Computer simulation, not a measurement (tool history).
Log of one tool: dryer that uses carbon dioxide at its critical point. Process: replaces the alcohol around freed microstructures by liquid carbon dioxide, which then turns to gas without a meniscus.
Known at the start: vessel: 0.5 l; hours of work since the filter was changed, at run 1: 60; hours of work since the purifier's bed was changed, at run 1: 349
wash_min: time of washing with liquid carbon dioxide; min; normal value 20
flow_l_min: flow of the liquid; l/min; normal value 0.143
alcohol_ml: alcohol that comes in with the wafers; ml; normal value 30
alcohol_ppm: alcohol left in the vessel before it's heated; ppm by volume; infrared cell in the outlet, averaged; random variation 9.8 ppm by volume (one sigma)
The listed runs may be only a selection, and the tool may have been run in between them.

run   hour  wash_min  flow_l_min  alcohol_ml  hours of work since the filter was changed  hours of work since the purifier's bed was changed  alcohol_ppm
  1      0        20       0.143          30                                          60                                                 349          625
  2   11.2        20       0.143          30                                          69                                                 358          647
  3   29.2        20       0.143          30                                          83                                                 372          660
  4   39.7        20       0.143          30                                          91                                                 380          658
  5   50.5        20       0.143          30                                          99                                                 388          665
  6   69.2        20       0.143          30                                         114                                                 403          664
  7   89.9        17       0.143          30                                         130                                                 419         1310
  8  110.4        17       0.143          30                                         146                                                 434         1340
  9  132.5        20       0.143          30                                         163                                                 451          716
 10  155.8        27       0.089          89                                         181                                                 469         4840
 11  167.9        19       0.143          60                                         190                                                 479         1832
 12  189.3        14       0.229          30                                         206                                                 495          397
 13  212.8        14       0.229          30                                         224                                                 513          409
 14  236.3        14       0.229          30                                         243                                                 531          415
 15  258.1        14       0.119          30                                         259                                                 548         4959
 16  277.2        14       0.167          30                                         274                                                 563         1746
 17  298.6        14       0.091         106                                         291                                                 579        32917
 18  310.1        14       0.091         106                                         299                                                 588        32949

For some of the steps in alcohol_ppm from one run to the next: how much would appear even if the tool had no hidden state, given the settings, what came in and random variation, and how much remains for the hidden state plus any gauge scatter that the measured result and the result without hidden state don't share?
Unlogged tool condition in this case: flow that reaches the vessel past the clogged filter, %; alcohol in the recycled carbon dioxide, ppm; drift of the gauge itself on alcohol_ppm, %.
Run 16 -> 17: flow_l_min 0.167 -> 0.091, alcohol_ml 30 -> 106. alcohol_ppm +31171 ppm by volume: hidden state +4469, all else +26702.

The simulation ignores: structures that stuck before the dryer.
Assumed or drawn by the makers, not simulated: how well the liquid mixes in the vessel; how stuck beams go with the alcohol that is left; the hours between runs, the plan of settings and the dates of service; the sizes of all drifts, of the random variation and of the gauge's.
